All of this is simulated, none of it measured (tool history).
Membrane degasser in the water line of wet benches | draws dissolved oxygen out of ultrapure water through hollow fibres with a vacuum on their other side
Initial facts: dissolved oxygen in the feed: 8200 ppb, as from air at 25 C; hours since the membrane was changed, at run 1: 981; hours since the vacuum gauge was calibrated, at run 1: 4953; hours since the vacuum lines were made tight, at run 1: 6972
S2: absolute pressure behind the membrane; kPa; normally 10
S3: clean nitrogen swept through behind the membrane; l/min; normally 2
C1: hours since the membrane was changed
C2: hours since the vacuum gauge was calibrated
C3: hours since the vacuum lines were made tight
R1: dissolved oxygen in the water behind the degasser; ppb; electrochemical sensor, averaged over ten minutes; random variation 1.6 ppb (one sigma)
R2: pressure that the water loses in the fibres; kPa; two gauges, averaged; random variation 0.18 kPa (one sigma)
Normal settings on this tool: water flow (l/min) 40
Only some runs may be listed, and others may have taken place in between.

Run 1, hour 0: usual settings; C1 981; C2 4953; C3 6972. Result: R1 308.8 ppb, R2 30.45 kPa.
Run 2, hour 47.3: usual settings but S2 8 kPa; C1 1028; C2 5000; C3 7019. Result: R1 225 ppb, R2 30.35 kPa.
Run 3, hour 96.2: usual settings but water flow (l/min) 27; C1 1077; C2 5049; C3 7068. Result: R1 218 ppb, R2 20.53 kPa.
Run 4, hour 128: usual settings but water flow (l/min) 27; C1 1109; C2 5081; C3 7100. Result: R1 218.3 ppb, R2 20.42 kPa.
Run 5, hour 161.3: usual settings; C1 1142; C2 5114; C3 7133. Result: R1 310.5 ppb, R2 30.32 kPa.
Run 6, hour 188.5: usual settings; C1 1169; C2 5142; C3 7161. Result: R1 307.6 ppb, R2 30.22 kPa.
Run 7, hour 231.2: usual settings; C1 1212; C2 5184; C3 7203. Result: R1 309.8 ppb, R2 30.23 kPa.
Run 8, hour 268.8: usual settings; C1 1250; C2 5222; C3 7241. Result: R1 312.1 ppb, R2 30.25 kPa.
Run 9, hour 316.3: usual settings but S2 8.5 kPa; C1 1297; C2 5269; C3 7288. Result: R1 248.7 ppb, R2 30.33 kPa.
Run 10, hour 375.2: usual settings but S2 8 kPa; C1 1356; C2 5328; C3 7347. Result: R1 226.9 ppb, R2 30.4 kPa.
Run 11, hour 427.8: usual settings but S2 8 kPa; C1 1409; C2 5381; C3 7400. Result: R1 227.6 ppb, R2 30.29 kPa.
Run 12, hour 483.5: usual settings but S2 8 kPa; C1 1464; C2 5437; C3 7456. Result: R1 225.9 ppb, R2 30.32 kPa.
At hour 503.9: seals of the vacuum lines changed.
Run 13, hour 526.8: usual settings; C1 1506; C2 5478; C3 23. Result: R1 307.5 ppb, R2 30.44 kPa.
Run 14, hour 562.5: usual settings but water flow (l/min) 57, S2 11.2 kPa, S3 2.57 l/min; C1 1541; C2 5514; C3 59. Result: R1 406.5 ppb, R2 42.92 kPa.
Run 15, hour 599.9: usual settings but water flow (l/min) 57, S2 11.2 kPa, S3 2.57 l/min; C1 1579; C2 5551; C3 96. Result: R1 404.6 ppb, R2 42.8 kPa.
Run 16, hour 645.5: usual settings but water flow (l/min) 57, S2 11.2 kPa, S3 1.88 l/min; C1 1624; C2 5597; C3 142. Result: R1 522.2 ppb, R2 43.02 kPa.
Run 17, hour 683.7: usual settings but water flow (l/min) 57, S2 11.2 kPa, S3 1.88 l/min; C1 1662; C2 5635; C3 180. Result: R1 523.6 ppb, R2 43.6 kPa.
Run 18, hour 738.3: usual settings but water flow (l/min) 39, S2 7.9 kPa, S3 4.54 l/min; C1 1717; C2 5689; C3 234. Result: R1 104 ppb, R2 30.03 kPa.
Run 19, hour 783.7: usual settings but water flow (l/min) 34, S2 17.3 kPa, S3 3.19 l/min; C1 1762; C2 5735; C3 280. Result: R1 349.7 ppb, R2 25.88 kPa.
Run 20, hour 823.5: usual settings but water flow (l/min) 34, S2 22.6 kPa, S3 4.36 l/min; C1 1802; C2 5775; C3 320. Result: R1 355.9 ppb, R2 25.66 kPa.
Run 21, hour 875.6: usual settings but water flow (l/min) 34, S2 22.6 kPa, S3 4.36 l/min; C1 1854; C2 5827; C3 372. Result: R1 353.6 ppb, R2 25.91 kPa.
Run 22, hour 921.7: usual settings but water flow (l/min) 34, S2 8.3 kPa, S3 4.36 l/min; C1 1900; C2 5873; C3 418. Result: R1 101.4 ppb, R2 25.99 kPa.
Run 23, hour 965.1: usual settings but water flow (l/min) 46, S2 8.3 kPa, S3 4.36 l/min; C1 1944; C2 5916; C3 461. Result: R1 139.4 ppb, R2 34.67 kPa.
Run 24, hour 1016.2: usual settings but water flow (l/min) 28, S2 8.3 kPa, S3 1.94 l/min; C1 1995; C2 5967; C3 512. Result: R1 176.4 ppb, R2 21.32 kPa.
Run 25, hour 1053.1: usual settings but water flow (l/min) 29, S2 23.6 kPa, S3 5.75 l/min; C1 2032; C2 6004; C3 549. Result: R1 249.5 ppb, R2 22.01 kPa.
Run 26, hour 1084.9: usual settings but water flow (l/min) 29, S2 23.6 kPa, S3 5.75 l/min; C1 2064; C2 6036; C3 581. Result: R1 248.2 ppb, R2 21.86 kPa.

Take each entry between the runs: how does the hidden state at the last listed run before it differ from the hidden state at the first listed run after it?
Runs 12 to 13: seals of the vacuum lines changed (hour 503.9)
  membrane still open, %: 99.3 -> 99.2; air that leaks in behind the membrane, l/min: 0.0134 -> 0.0027
  measured less the result without the state, R1: +13 -> +11.9 ppb; R2: +0.22 -> +0.23 kPa

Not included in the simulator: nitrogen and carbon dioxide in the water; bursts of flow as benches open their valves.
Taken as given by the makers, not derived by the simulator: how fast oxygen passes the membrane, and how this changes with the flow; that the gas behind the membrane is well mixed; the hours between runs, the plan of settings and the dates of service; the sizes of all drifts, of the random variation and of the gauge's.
